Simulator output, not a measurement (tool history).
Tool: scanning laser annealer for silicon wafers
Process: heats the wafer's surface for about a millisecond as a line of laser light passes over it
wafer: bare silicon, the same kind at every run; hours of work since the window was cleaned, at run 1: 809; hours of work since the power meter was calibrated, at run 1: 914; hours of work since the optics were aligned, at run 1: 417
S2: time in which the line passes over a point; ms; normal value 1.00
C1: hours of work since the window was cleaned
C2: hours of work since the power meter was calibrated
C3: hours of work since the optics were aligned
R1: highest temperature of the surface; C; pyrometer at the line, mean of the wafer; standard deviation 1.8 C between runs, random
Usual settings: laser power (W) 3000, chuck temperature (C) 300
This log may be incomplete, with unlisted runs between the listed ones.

run 1 hour=0.0 | laser_power_(W)=3000 S2=1.00 chuck_temperature_(C)=300 | C1=809 C2=914 C3=417 | R1=1045
run 2 hour=48.0 | laser_power_(W)=3000 S2=1.00 chuck_temperature_(C)=283 | C1=830 C2=934 C3=438 | R1=1028
run 3 hour=119.8 | laser_power_(W)=3000 S2=1.00 chuck_temperature_(C)=300 | C1=861 C2=966 C3=469 | R1=1042
run 4 hour=181.6 | laser_power_(W)=3000 S2=1.00 chuck_temperature_(C)=300 | C1=887 C2=992 C3=496 | R1=1038
-- hour=244.0 window over the wafer cleaned
run 5 hour=276.8 | laser_power_(W)=3000 S2=1.00 chuck_temperature_(C)=300 | C1=14 C2=1032 C3=536 | R1=1042
run 6 hour=349.3 | laser_power_(W)=3000 S2=1.00 chuck_temperature_(C)=300 | C1=46 C2=1064 C3=567 | R1=1040
run 7 hour=445.1 | laser_power_(W)=3000 S2=1.00 chuck_temperature_(C)=311 | C1=87 C2=1105 C3=609 | R1=1050
run 8 hour=511.4 | laser_power_(W)=3000 S2=1.00 chuck_temperature_(C)=311 | C1=116 C2=1134 C3=637 | R1=1055
run 9 hour=588.7 | laser_power_(W)=3000 S2=1.00 chuck_temperature_(C)=310 | C1=149 C2=1167 C3=671 | R1=1052
run 10 hour=661.3 | laser_power_(W)=3198 S2=1.00 chuck_temperature_(C)=310 | C1=180 C2=1199 C3=702 | R1=1097
run 11 hour=760.0 | laser_power_(W)=3198 S2=1.00 chuck_temperature_(C)=310 | C1=223 C2=1241 C3=745 | R1=1103
run 12 hour=802.2 | laser_power_(W)=3198 S2=1.00 chuck_temperature_(C)=310 | C1=241 C2=1260 C3=763 | R1=1097
run 13 hour=876.0 | laser_power_(W)=3000 S2=1.00 chuck_temperature_(C)=300 | C1=273 C2=1291 C3=795 | R1=1042
run 14 hour=920.7 | laser_power_(W)=3000 S2=1.23 chuck_temperature_(C)=300 | C1=292 C2=1311 C3=814 | R1=1113
run 15 hour=987.4 | laser_power_(W)=3000 S2=1.23 chuck_temperature_(C)=285 | C1=321 C2=1340 C3=843 | R1=1098
run 16 hour=1051.5 | laser_power_(W)=3000 S2=1.00 chuck_temperature_(C)=300 | C1=349 C2=1367 C3=871 | R1=1044
run 17 hour=1150.0 | laser_power_(W)=3000 S2=1.07 chuck_temperature_(C)=300 | C1=392 C2=1410 C3=913 | R1=1065
run 18 hour=1210.3 | laser_power_(W)=3000 S2=1.00 chuck_temperature_(C)=267 | C1=418 C2=1436 C3=939 | R1=1010
run 19 hour=1258.0 | laser_power_(W)=3000 S2=1.00 chuck_temperature_(C)=267 | C1=438 C2=1457 C3=960 | R1=1008
run 20 hour=1328.9 | laser_power_(W)=3000 S2=1.00 chuck_temperature_(C)=267 | C1=469 C2=1487 C3=991 | R1=1008
run 21 hour=1409.2 | laser_power_(W)=3000 S2=1.00 chuck_temperature_(C)=267 | C1=504 C2=1522 C3=1025 | R1=1009
run 22 hour=1509.0 | laser_power_(W)=3000 S2=1.00 chuck_temperature_(C)=267 | C1=547 C2=1565 C3=1068 | R1=1009
run 23 hour=1594.7 | laser_power_(W)=3000 S2=1.00 chuck_temperature_(C)=267 | C1=584 C2=1602 C3=1105 | R1=1007
run 24 hour=1678.1 | laser_power_(W)=2714 S2=0.76 chuck_temperature_(C)=279 | C1=620 C2=1638 C3=1142 | R1=876
run 25 hour=1724.8 | laser_power_(W)=2981 S2=0.76 chuck_temperature_(C)=279 | C1=640 C2=1658 C3=1162 | R1=932
run 26 hour=1789.4 | laser_power_(W)=2837 S2=0.76 chuck_temperature_(C)=302 | C1=668 C2=1686 C3=1190 | R1=926
run 27 hour=1862.3 | laser_power_(W)=2916 S2=1.09 chuck_temperature_(C)=324 | C1=699 C2=1718 C3=1221 | R1=1072
run 28 hour=1956.4 | laser_power_(W)=3040 S2=0.90 chuck_temperature_(C)=304 | C1=740 C2=1758 C3=1262 | R1=1024
run 29 hour=2053.1 | laser_power_(W)=2948 S2=0.85 chuck_temperature_(C)=317 | C1=782 C2=1800 C3=1304 | R1=994
run 30 hour=2107.5 | laser_power_(W)=2948 S2=0.85 chuck_temperature_(C)=317 | C1=805 C2=1824 C3=1327 | R1=996
run 31 hour=2206.8 | laser_power_(W)=2948 S2=0.78 chuck_temperature_(C)=317 | C1=848 C2=1867 C3=1370 | R1=970
run 32 hour=2304.2 | laser_power_(W)=2948 S2=0.78 chuck_temperature_(C)=317 | C1=890 C2=1909 C3=1412 | R1=969
run 33 hour=2356.1 | laser_power_(W)=3190 S2=0.77 chuck_temperature_(C)=317 | C1=913 C2=1931 C3=1435 | R1=1018
-- hour=2365.9 window over the wafer cleaned
run 34 hour=2425.0 | laser_power_(W)=3000 S2=0.77 chuck_temperature_(C)=276 | C1=26 C2=1960 C3=1463 | R1=939
run 35 hour=2480.0 | laser_power_(W)=3000 S2=0.77 chuck_temperature_(C)=330 | C1=49 C2=1984 C3=1487 | R1=992
run 36 hour=2525.2 | laser_power_(W)=3000 S2=1.25 chuck_temperature_(C)=273 | C1=69 C2=2003 C3=1507 | R1=1093
-- hour=2563.9 optics aligned, line set to its width
run 37 hour=2606.4 | laser_power_(W)=3000 S2=1.25 chuck_temperature_(C)=273 | C1=102 C2=2036 C3=18 | R1=1096
run 38 hour=2654.8 | laser_power_(W)=3000 S2=1.00 chuck_temperature_(C)=305 | C1=123 C2=2057 C3=39 | R1=1046
run 39 hour=2725.3 | laser_power_(W)=3000 S2=1.00 chuck_temperature_(C)=334 | C1=153 C2=2088 C3=70 | R1=1078
run 40 hour=2789.2 | laser_power_(W)=2631 S2=1.00 chuck_temperature_(C)=321 | C1=181 C2=2115 C3=97 | R1=982
run 41 hour=2835.6 | laser_power_(W)=3099 S2=0.97 chuck_temperature_(C)=300 | C1=201 C2=2135 C3=117 | R1=1051
run 42 hour=2933.9 | laser_power_(W)=3099 S2=0.97 chuck_temperature_(C)=300 | C1=243 C2=2178 C3=160 | R1=1054

Here are 3 independent what-if runs from the current tool condition. What would each one return?
run A hour=3026.7 | laser_power_(W)=3000 S2=1.09 chuck_temperature_(C)=271 | C1=283 C2=2218 C3=200 | R1=?
run B hour=3026.7 | laser_power_(W)=3000 S2=0.73 chuck_temperature_(C)=334 | C1=283 C2=2218 C3=200 | R1=?
run C hour=3026.7 | laser_power_(W)=3153 S2=1.10 chuck_temperature_(C)=313 | C1=283 C2=2218 C3=200 | R1=?

run=A R1=1045
run=B R1=980
run=C R1=1124
With no hidden state in the tool, these same runs would have given:
run=A R1=1045
run=B R1=980
run=C R1=1125
